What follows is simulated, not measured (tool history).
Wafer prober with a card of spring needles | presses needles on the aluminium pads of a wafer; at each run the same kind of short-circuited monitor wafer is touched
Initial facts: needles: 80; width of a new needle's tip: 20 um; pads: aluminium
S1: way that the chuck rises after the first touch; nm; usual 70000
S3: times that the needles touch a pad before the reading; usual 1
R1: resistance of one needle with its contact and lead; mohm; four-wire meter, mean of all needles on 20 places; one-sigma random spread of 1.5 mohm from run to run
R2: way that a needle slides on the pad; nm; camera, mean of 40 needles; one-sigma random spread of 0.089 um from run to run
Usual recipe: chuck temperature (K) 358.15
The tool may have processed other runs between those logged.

run 1 hour=0 | S1=70000 chuck_temperature_(K)=358.15 S3=1 | R1=140 R2=14490
-- hour=2.1 tips cleaned on abrasive film
-- hour=7 tips cleaned on abrasive film
-- hour=12 tips cleaned on abrasive film
-- hour=16 tips cleaned on abrasive film
-- hour=21 tips cleaned on abrasive film
-- hour=25.9 tips cleaned on abrasive film
-- hour=29.9 tips cleaned on abrasive film
-- hour=34.9 tips cleaned on abrasive film
run 2 hour=36.5 | S1=70000 chuck_temperature_(K)=368.15 S3=1 | R1=138 R2=14500
-- hour=39.5 tips cleaned on abrasive film
-- hour=44.5 tips cleaned on abrasive film
-- hour=49.5 tips cleaned on abrasive film
-- hour=54.4 tips cleaned on abrasive film
-- hour=59.4 tips cleaned on abrasive film
run 3 hour=60.5 | S1=61000 chuck_temperature_(K)=368.15 S3=1 | R1=144 R2=12590
-- hour=63.6 tips cleaned on abrasive film
-- hour=67.6 tips cleaned on abrasive film
-- hour=71.6 tips cleaned on abrasive film
-- hour=76.5 tips cleaned on abrasive film
-- hour=81.5 tips cleaned on abrasive film
-- hour=85.5 tips cleaned on abrasive film
-- hour=90.5 tips cleaned on abrasive film
-- hour=95.4 tips cleaned on abrasive film
-- hour=95.7 height of the first contact set anew
-- hour=100.7 tips cleaned on abrasive film
run 4 hour=102.3 | S1=61000 chuck_temperature_(K)=368.15 S3=1 | R1=138 R2=12790
-- hour=105.4 tips cleaned on abrasive film
-- hour=110.3 tips cleaned on abrasive film
-- hour=115.3 tips cleaned on abrasive film
-- hour=120.3 tips cleaned on abrasive film
-- hour=124.3 tips cleaned on abrasive film
-- hour=129.3 tips cleaned on abrasive film
-- hour=133.2 tips cleaned on abrasive film
-- hour=138.2 tips cleaned on abrasive film
-- hour=143.2 tips cleaned on abrasive film
run 5 hour=146.2 | S1=61000 chuck_temperature_(K)=368.15 S3=1 | R1=141 R2=12580
-- hour=147.3 tips cleaned on abrasive film
-- hour=152.3 tips cleaned on abrasive film
-- hour=156.3 tips cleaned on abrasive film
-- hour=161.2 tips cleaned on abrasive film
-- hour=166.2 tips cleaned on abrasive film
-- hour=171.2 tips cleaned on abrasive film
-- hour=176.2 tips cleaned on abrasive film
-- hour=180.2 tips cleaned on abrasive film
-- hour=185.1 tips cleaned on abrasive film
run 6 hour=186.6 | S1=70000 chuck_temperature_(K)=358.15 S3=1 | R1=136 R2=14510
-- hour=189.6 tips cleaned on abrasive film
-- hour=193.6 tips cleaned on abrasive film
-- hour=198.6 tips cleaned on abrasive film
-- hour=202.6 tips cleaned on abrasive film
-- hour=207.6 tips cleaned on abrasive film
run 7 hour=207.9 | S1=70000 chuck_temperature_(K)=353.15 S3=1 | R1=137 R2=14480
-- hour=211.9 tips cleaned on abrasive film
-- hour=216.9 tips cleaned on abrasive film
-- hour=220.9 tips cleaned on abrasive film
-- hour=225.9 tips cleaned on abrasive film
-- hour=230.9 tips cleaned on abrasive film
-- hour=234.9 tips cleaned on abrasive film
-- hour=239.8 tips cleaned on abrasive film
-- hour=243.8 tips cleaned on abrasive film
-- hour=248.8 tips cleaned on abrasive film
run 8 hour=251.9 | S1=70000 chuck_temperature_(K)=353.15 S3=1 | R1=138 R2=14580
-- hour=253 tips cleaned on abrasive film
-- hour=258 tips cleaned on abrasive film
-- hour=262.9 tips cleaned on abrasive film
-- hour=267.9 tips cleaned on abrasive film
run 9 hour=270.3 | S1=70000 chuck_temperature_(K)=353.15 S3=1 | R1=140 R2=14540
-- hour=272.4 tips cleaned on abrasive film
-- hour=277.3 tips cleaned on abrasive film
-- hour=281.3 tips cleaned on abrasive film
-- hour=286.3 tips cleaned on abrasive film
-- hour=291.3 tips cleaned on abrasive film
-- hour=295.3 tips cleaned on abrasive film
-- hour=300.2 tips cleaned on abrasive film
-- hour=305.2 tips cleaned on abrasive film
run 10 hour=307.5 | S1=70000 chuck_temperature_(K)=353.15 S3=1 | R1=136 R2=14630
-- hour=309.5 tips cleaned on abrasive film
-- hour=314.5 tips cleaned on abrasive film
-- hour=319.5 tips cleaned on abrasive film
-- hour=324.5 tips cleaned on abrasive film
-- hour=328.4 tips cleaned on abrasive film
-- hour=333.4 tips cleaned on abrasive film
-- hour=338.4 tips cleaned on abrasive film
-- hour=342.4 tips cleaned on abrasive film
-- hour=347.4 tips cleaned on abrasive film
run 11 hour=348.7 | S1=90000 chuck_temperature_(K)=358.15 S3=2 | R1=138 R2=18760
-- hour=351.8 tips cleaned on abrasive film
-- hour=355 height of the first contact set anew
-- hour=357 tips cleaned on abrasive film
-- hour=362 tips cleaned on abrasive film
-- hour=367 tips cleaned on abrasive film
-- hour=371 tips cleaned on abrasive film
run 12 hour=373.3 | S1=78000 chuck_temperature_(K)=358.15 S3=2 | R1=136 R2=16210
-- hour=375.3 tips cleaned on abrasive film
-- hour=380.3 tips cleaned on abrasive film
-- hour=385.3 tips cleaned on abrasive film
-- hour=389.3 tips cleaned on abrasive film
-- hour=394.2 tips cleaned on abrasive film
run 13 hour=395.8 | S1=84000 chuck_temperature_(K)=358.15 S3=2 | R1=134 R2=17380
-- hour=398.8 tips cleaned on abrasive film
-- hour=402.8 tips cleaned on abrasive film
-- hour=407.7 tips cleaned on abrasive film
-- hour=412.7 tips cleaned on abrasive film
-- hour=417.7 tips cleaned on abrasive film
-- hour=421.7 tips cleaned on abrasive film
-- hour=426.7 tips cleaned on abrasive film
-- hour=431.6 tips cleaned on abrasive film
run 14 hour=434.7 | S1=84000 chuck_temperature_(K)=358.15 S3=2 | R1=136 R2=17500
-- hour=435.7 tips cleaned on abrasive film
-- hour=439.7 tips cleaned on abrasive film
-- hour=444.7 tips cleaned on abrasive film
-- hour=449.7 tips cleaned on abrasive film
-- hour=454.6 tips cleaned on abrasive film
-- hour=459.6 tips cleaned on abrasive film
-- hour=464.6 tips cleaned on abrasive film
-- hour=468.6 tips cleaned on abrasive film
-- hour=473.6 tips cleaned on abrasive film
run 15 hour=475 | S1=84000 chuck_temperature_(K)=358.15 S3=2 | R1=135 R2=17340
-- hour=478 tips cleaned on abrasive film
-- hour=482 tips cleaned on abrasive film
-- hour=487 tips cleaned on abrasive film
-- hour=492 tips cleaned on abrasive film
-- hour=496.9 tips cleaned on abrasive film
-- hour=500.9 tips cleaned on abrasive film
-- hour=505.9 tips cleaned on abrasive film
-- hour=510.9 tips cleaned on abrasive film
-- hour=514.9 tips cleaned on abrasive film
run 16 hour=515.6 | S1=66000 chuck_temperature_(K)=394.15 S3=2 | R1=143 R2=13750
-- hour=519.6 tips cleaned on abrasive film
-- hour=524.6 tips cleaned on abrasive film
-- hour=529.5 tips cleaned on abrasive film
-- hour=534.5 tips cleaned on abrasive film
-- hour=539.5 tips cleaned on abrasive film
-- hour=544.5 tips cleaned on abrasive film
-- hour=548.5 tips cleaned on abrasive film
-- hour=553.4 tips cleaned on abrasive film
-- hour=557.4 tips cleaned on abrasive film
run 17 hour=560.3 | S1=66000 chuck_temperature_(K)=394.15 S3=2 | R1=145 R2=13680
-- hour=562.4 tips cleaned on abrasive film
-- hour=567.4 tips cleaned on abrasive film
-- hour=572.3 tips cleaned on abrasive film
-- hour=577.3 tips cleaned on abrasive film
-- hour=582.3 tips cleaned on abrasive film
-- hour=587.3 tips cleaned on abrasive film
-- hour=592.2 tips cleaned on abrasive film
-- hour=597.2 tips cleaned on abrasive film
run 18 hour=598.5 | S1=66000 chuck_temperature_(K)=394.15 S3=2 | R1=145 R2=13520
-- hour=601.5 tips cleaned on abrasive film
-- hour=606.5 tips cleaned on abrasive film
-- hour=611.4 tips cleaned on abrasive film
-- hour=613.7 height of the first contact set anew
-- hour=616.7 tips cleaned on abrasive film
run 19 hour=620.5 | S1=69000 chuck_temperature_(K)=305.15 S3=1 | R1=128 R2=14450
-- hour=621.6 tips cleaned on abrasive film
-- hour=626.6 tips cleaned on abrasive film
-- hour=631.5 tips cleaned on abrasive film
-- hour=636.5 tips cleaned on abrasive film
-- hour=641.5 tips cleaned on abrasive film
-- hour=645.5 tips cleaned on abrasive film
-- hour=650.4 tips cleaned on abrasive film
-- hour=655.4 tips cleaned on abrasive film
run 20 hour=658.2 | S1=81000 chuck_temperature_(K)=354.15 S3=2 | R1=138 R2=16790

Forecast each of these 3 alternatives for the next run:
-- hour=660.2 tips cleaned on abrasive film
-- hour=664.2 tips cleaned on abrasive film
-- hour=669.2 tips cleaned on abrasive film
-- hour=674.2 tips cleaned on abrasive film
-- hour=679.2 tips cleaned on abrasive film
-- hour=684.1 tips cleaned on abrasive film
-- hour=689.1 tips cleaned on abrasive film
-- hour=694.1 tips cleaned on abrasive film
-- hour=698.6 tips cleaned on abrasive film
run A hour=698.6 | S1=56000 chuck_temperature_(K)=335.15 S3=2 | R1=? R2=?
-- hour=660.2 tips cleaned on abrasive film
-- hour=664.2 tips cleaned on abrasive film
-- hour=669.2 tips cleaned on abrasive film
-- hour=674.2 tips cleaned on abrasive film
-- hour=679.2 tips cleaned on abrasive film
-- hour=684.1 tips cleaned on abrasive film
-- hour=689.1 tips cleaned on abrasive film
-- hour=694.1 tips cleaned on abrasive film
-- hour=698.6 tips cleaned on abrasive film
run B hour=698.6 | S1=53000 chuck_temperature_(K)=354.15 S3=2 | R1=? R2=?
-- hour=660.2 tips cleaned on abrasive film
-- hour=664.2 tips cleaned on abrasive film
-- hour=669.2 tips cleaned on abrasive film
-- hour=674.2 tips cleaned on abrasive film
-- hour=679.2 tips cleaned on abrasive film
-- hour=684.1 tips cleaned on abrasive film
-- hour=689.1 tips cleaned on abrasive film
-- hour=694.1 tips cleaned on abrasive film
-- hour=698.6 tips cleaned on abrasive film
run C hour=698.6 | S1=52000 chuck_temperature_(K)=358.15 S3=2 | R1=? R2=?

run=A R1=138 R2=11660
run=B R1=142 R2=11070
run=C R1=141 R2=11030
Had the tool no hidden state, the same runs would have come out as:
run=A R1=137 R2=11680
run=B R1=141 R2=11090
run=C R1=140 R2=11060
